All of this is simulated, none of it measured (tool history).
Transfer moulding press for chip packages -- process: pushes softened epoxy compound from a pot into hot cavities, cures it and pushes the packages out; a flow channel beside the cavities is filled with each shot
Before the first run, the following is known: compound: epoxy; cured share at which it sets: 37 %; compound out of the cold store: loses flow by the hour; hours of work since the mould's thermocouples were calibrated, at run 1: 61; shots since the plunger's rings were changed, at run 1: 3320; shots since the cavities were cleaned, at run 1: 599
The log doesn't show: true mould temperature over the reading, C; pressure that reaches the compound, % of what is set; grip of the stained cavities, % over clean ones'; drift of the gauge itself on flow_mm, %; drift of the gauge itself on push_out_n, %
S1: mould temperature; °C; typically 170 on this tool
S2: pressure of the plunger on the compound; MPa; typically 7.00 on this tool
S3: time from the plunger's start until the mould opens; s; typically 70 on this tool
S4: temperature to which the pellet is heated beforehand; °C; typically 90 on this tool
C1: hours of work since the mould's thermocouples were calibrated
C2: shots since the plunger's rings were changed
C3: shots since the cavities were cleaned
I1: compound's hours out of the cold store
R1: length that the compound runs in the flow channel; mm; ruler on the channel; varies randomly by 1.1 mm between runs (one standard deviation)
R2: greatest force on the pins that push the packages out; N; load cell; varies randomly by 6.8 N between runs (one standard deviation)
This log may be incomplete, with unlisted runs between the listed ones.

{"run": 1, "day": 0.0, "S1": 170, "S2": 7.0, "S3": 70, "S4": 90, "C1": 61, "C2": 3320, "C3": 599, "I1": 23.9, "R1": 602, "R2": 450}
{"day": 0.729, "done": "plunger's sealing rings changed"}
{"day": 1.592, "done": "cavities cleaned with cleaning compound and waxed"}
{"run": 2, "day": 2.279, "S1": 170, "S2": 7.0, "S3": 70, "S4": 90, "C1": 84, "C2": 342, "C3": 158, "I1": 9.8, "R1": 654, "R2": 351}
{"run": 3, "day": 4.296, "S1": 170, "S2": 7.0, "S3": 70, "S4": 90, "C1": 106, "C2": 807, "C3": 623, "I1": 33.9, "R1": 589, "R2": 482}
{"day": 5.712, "done": "cavities cleaned with cleaning compound and waxed"}
{"run": 4, "day": 6.204, "S1": 170, "S2": 7.0, "S3": 70, "S4": 90, "C1": 126, "C2": 1232, "C3": 114, "I1": 40.3, "R1": 573, "R2": 334}
{"run": 5, "day": 7.612, "S1": 170, "S2": 7.0, "S3": 70, "S4": 89, "C1": 141, "C2": 1556, "C3": 438, "I1": 30.6, "R1": 594, "R2": 441}
{"run": 6, "day": 9.262, "S1": 170, "S2": 7.0, "S3": 70, "S4": 89, "C1": 159, "C2": 1936, "C3": 818, "I1": 31.4, "R1": 591, "R2": 516}
{"day": 9.862, "done": "cavities cleaned with cleaning compound and waxed"}
{"run": 7, "day": 10.442, "S1": 170, "S2": 7.0, "S3": 70, "S4": 89, "C1": 171, "C2": 2193, "C3": 134, "I1": 43.7, "R1": 562, "R2": 337}
{"run": 8, "day": 11.746, "S1": 175, "S2": 7.0, "S3": 70, "S4": 90, "C1": 185, "C2": 2494, "C3": 435, "I1": 31.1, "R1": 577, "R2": 360}
{"day": 14.025, "done": "cavities cleaned with cleaning compound and waxed"}
{"run": 9, "day": 14.025, "S1": 175, "S2": 7.0, "S3": 70, "S4": 90, "C1": 209, "C2": 3004, "C3": 0, "I1": 20.8, "R1": 602, "R2": 237}
{"day": 16.075, "done": "plunger's sealing rings changed"}
{"run": 10, "day": 16.779, "S1": 170, "S2": 7.73, "S3": 70, "S4": 90, "C1": 238, "C2": 162, "C3": 610, "I1": 23.9, "R1": 648, "R2": 463}
{"day": 18.158, "done": "cavities cleaned with cleaning compound and waxed"}
{"run": 11, "day": 18.346, "S1": 170, "S2": 7.73, "S3": 51, "S4": 90, "C1": 255, "C2": 509, "C3": 43, "I1": 26.0, "R1": 642, "R2": 614}
{"run": 12, "day": 20.062, "S1": 177, "S2": 7.0, "S3": 70, "S4": 90, "C1": 273, "C2": 904, "C3": 438, "I1": 10.1, "R1": 636, "R2": 363}
{"day": 22.258, "done": "cavities cleaned with cleaning compound and waxed"}
{"run": 13, "day": 22.758, "S1": 168, "S2": 6.39, "S3": 86, "S4": 94, "C1": 302, "C2": 1510, "C3": 115, "I1": 38.8, "R1": 553, "R2": 269}
{"run": 14, "day": 25.217, "S1": 170, "S2": 5.26, "S3": 66, "S4": 99, "C1": 329, "C2": 2076, "C3": 681, "I1": 9.9, "R1": 559, "R2": 574}
{"day": 26.333, "done": "cavities cleaned with cleaning compound and waxed"}
{"run": 15, "day": 26.992, "S1": 175, "S2": 8.35, "S3": 66, "S4": 99, "C1": 348, "C2": 2471, "C3": 152, "I1": 44.6, "R1": 598, "R2": 301}
{"run": 16, "day": 28.925, "S1": 175, "S2": 7.48, "S3": 66, "S4": 99, "C1": 369, "C2": 2916, "C3": 597, "I1": 11.9, "R1": 645, "R2": 422}
{"run": 17, "day": 30.229, "S1": 170, "S2": 7.63, "S3": 70, "S4": 90, "C1": 383, "C2": 3216, "C3": 897, "I1": 24.0, "R1": 629, "R2": 555}
{"day": 30.454, "done": "cavities cleaned with cleaning compound and waxed"}
{"day": 31.567, "done": "plunger's sealing rings changed"}
{"run": 18, "day": 33.071, "S1": 170, "S2": 7.63, "S3": 70, "S4": 90, "C1": 412, "C2": 347, "C3": 579, "I1": 41.8, "R1": 597, "R2": 480}
{"day": 34.658, "done": "cavities cleaned with cleaning compound and waxed"}
{"run": 19, "day": 34.867, "S1": 170, "S2": 7.63, "S3": 70, "S4": 90, "C1": 431, "C2": 746, "C3": 48, "I1": 41.6, "R1": 598, "R2": 327}
{"run": 20, "day": 36.142, "S1": 172, "S2": 7.63, "S3": 59, "S4": 90, "C1": 445, "C2": 1040, "C3": 342, "I1": 10.5, "R1": 673, "R2": 576}
{"run": 21, "day": 37.7, "S1": 172, "S2": 7.63, "S3": 59, "S4": 90, "C1": 462, "C2": 1399, "C3": 701, "I1": 43.8, "R1": 587, "R2": 638}
{"day": 38.875, "done": "cavities cleaned with cleaning compound and waxed"}
{"run": 22, "day": 39.046, "S1": 171, "S2": 7.0, "S3": 70, "S4": 90, "C1": 476, "C2": 1694, "C3": 39, "I1": 24.7, "R1": 607, "R2": 308}
{"run": 23, "day": 40.512, "S1": 163, "S2": 6.47, "S3": 56, "S4": 90, "C1": 492, "C2": 2032, "C3": 377, "I1": 23.1, "R1": 606, "R2": 1171}
{"day": 43.054, "done": "cavities cleaned with cleaning compound and waxed"}
{"run": 24, "day": 43.054, "S1": 167, "S2": 7.0, "S3": 68, "S4": 98, "C1": 519, "C2": 2603, "C3": 0, "I1": 31.8, "R1": 592, "R2": 380}

5 options for the next run, each taken on its own from the tool as it stands now. Forecast them:
{"run": "A", "day": 44.4, "S1": 162, "S2": 6.2, "S3": 53, "S4": 90, "C1": 533, "C2": 2913, "C3": 310, "I1": 9.3, "R1": "?", "R2": "?"}
{"run": "B", "day": 44.4, "S1": 170, "S2": 7.96, "S3": 70, "S4": 94, "C1": 533, "C2": 2913, "C3": 310, "I1": 39.2, "R1": "?", "R2": "?"}
{"run": "C", "day": 44.4, "S1": 170, "S2": 7.0, "S3": 70, "S4": 99, "C1": 533, "C2": 2913, "C3": 310, "I1": 41.8, "R1": "?", "R2": "?"}
{"run": "D", "day": 44.4, "S1": 167, "S2": 6.45, "S3": 70, "S4": 90, "C1": 533, "C2": 2913, "C3": 310, "I1": 31.5, "R1": "?", "R2": "?"}
{"run": "E", "day": 44.4, "S1": 163, "S2": 7.0, "S3": 68, "S4": 98, "C1": 533, "C2": 2913, "C3": 310, "I1": 42.8, "R1": "?", "R2": "?"}

run=A R1=629 R2=1327
run=B R1=606 R2=393
run=C R1=565 R2=394
run=D R1=572 R2=524
run=E R1=574 R2=653
Take away the tool's hidden state, keep each run's random variation, and the runs would have read:
run=A R1=640 R2=883
run=B R1=617 R2=259
run=C R1=575 R2=261
run=D R1=582 R2=337
run=E R1=585 R2=418
